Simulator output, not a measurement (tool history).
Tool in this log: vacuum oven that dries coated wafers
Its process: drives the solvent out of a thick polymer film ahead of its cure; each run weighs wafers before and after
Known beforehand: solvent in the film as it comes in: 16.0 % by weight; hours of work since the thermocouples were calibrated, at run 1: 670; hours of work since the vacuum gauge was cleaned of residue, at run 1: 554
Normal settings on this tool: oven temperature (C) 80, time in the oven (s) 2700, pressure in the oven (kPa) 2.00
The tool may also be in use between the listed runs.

run	hour	oven temperature (C)	time in the oven (s)	pressure in the oven (kPa)	hours of work since the thermocouples were calibrated	hours of work since the vacuum gauge was cleaned of residue	solvent left in the film (%)
1	0.0	80	2700	2.00	670	554	1.72
2	21.2	80	2700	2.00	682	566	1.72
3	43.4	80	2700	2.00	696	580	1.72
4	56.5	80	2700	2.00	704	588	1.73
5	80.5	80	2700	2.00	718	602	1.71
6	95.1	80	2700	2.00	727	611	1.71
7	115.6	84	2700	2.00	739	623	1.14
8	127.2	84	2700	2.00	746	630	1.12
9	151.3	86	3300	1.97	761	645	0.80
10	163.3	79	3300	1.15	768	652	1.13
11	186.4	84	2580	1.68	782	666	1.06

The next listed run, before its measurement:
12	208.4	84	2580	1.68	795	679	?

solvent left in the film (%): 1.09
With the hidden condition absent and the run-to-run variation left alone, this run would have shown solvent left in the film (%) 1.11.

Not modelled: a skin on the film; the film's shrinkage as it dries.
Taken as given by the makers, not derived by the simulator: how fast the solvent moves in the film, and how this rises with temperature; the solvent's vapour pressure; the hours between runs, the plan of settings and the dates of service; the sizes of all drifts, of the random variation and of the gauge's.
